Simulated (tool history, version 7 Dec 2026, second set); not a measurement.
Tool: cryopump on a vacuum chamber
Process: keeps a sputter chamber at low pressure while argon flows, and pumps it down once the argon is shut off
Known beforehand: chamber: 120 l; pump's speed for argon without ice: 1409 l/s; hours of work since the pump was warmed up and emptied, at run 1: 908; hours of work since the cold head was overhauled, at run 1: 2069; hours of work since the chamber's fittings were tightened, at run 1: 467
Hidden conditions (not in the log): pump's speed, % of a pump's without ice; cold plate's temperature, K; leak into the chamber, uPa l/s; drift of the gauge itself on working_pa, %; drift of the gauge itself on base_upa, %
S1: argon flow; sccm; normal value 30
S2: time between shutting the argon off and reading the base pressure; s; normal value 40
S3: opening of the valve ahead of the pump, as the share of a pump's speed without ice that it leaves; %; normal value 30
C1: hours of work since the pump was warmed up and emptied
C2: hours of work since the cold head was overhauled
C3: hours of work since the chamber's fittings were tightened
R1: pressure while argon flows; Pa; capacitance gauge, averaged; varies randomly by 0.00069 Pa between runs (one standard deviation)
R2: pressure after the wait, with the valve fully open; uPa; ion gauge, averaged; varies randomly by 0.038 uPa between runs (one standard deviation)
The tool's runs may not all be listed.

run	day	S1	S2	S3	C1	C2	C3	R1	R2
1	0	30	40	30	908	2069	467	0.1323	3.17
2	3.375	30	40	30	959	2121	518	0.1336	3.39
3	6.346	30	40	30	1004	2166	563	0.1348	3.4
4	8.938	30	40	30	1044	2206	603	0.1339	3.6
5	12.242	40	40	30	1094	2256	653	0.1792	3.65
6	13.971	30	252	30	1121	2282	680	0.1361	2.11
# day 16.004: pump warmed up, emptied and cooled again
7	17.158	30	40	30	18	2328	725	0.1209	3.25
8	18.654	30	40	30	40	2351	748	0.1214	3.4
9	21.962	30	40	30	91	2401	799	0.1212	3.41
10	25.346	30	30	30	143	2453	850	0.1219	4.27
11	28.975	16	40	20	198	2508	906	0.0971	3.68
12	30.733	28	40	30	225	2535	932	0.1161	3.69
13	33.871	28	40	30	273	2583	980	0.1153	3.88
14	36.362	32	263	18	311	2621	1018	0.2173	2.24
15	38.175	55	40	28	338	2648	1046	0.2433	3.89
16	41.467	21	97	30	389	2699	1096	0.0868	2.88
17	44.425	22	103	23	434	2744	1141	0.1183	3.05
18	47.846	14	28	21	486	2796	1194	0.0825	5.23
19	50.242	36	28	21	522	2833	1230	0.2129	5.24
20	52.975	22	54	52	564	2874	1272	0.0557	4

Consider 4 possible next runs. They are alternatives, not a sequence: every one starts from the tool as it was left by run 20. What does each give?
A	55.983	18	34	23	610	2920	1318	?	?
B	55.983	28	66	52	610	2920	1318	?	?
C	55.983	45	75	50	610	2920	1318	?	?
D	55.983	40	40	21	610	2920	1318	?	?

run	R1	R2
A	0.0978	4.94
B	0.0729	3.78
C	0.1211	3.67
D	0.2404	4.76
Had the tool no hidden state, the same runs would have come out as:
run	R1	R2
A	0.093	2.51
B	0.0655	1.36
C	0.1091	1.27
D	0.2297	2.25

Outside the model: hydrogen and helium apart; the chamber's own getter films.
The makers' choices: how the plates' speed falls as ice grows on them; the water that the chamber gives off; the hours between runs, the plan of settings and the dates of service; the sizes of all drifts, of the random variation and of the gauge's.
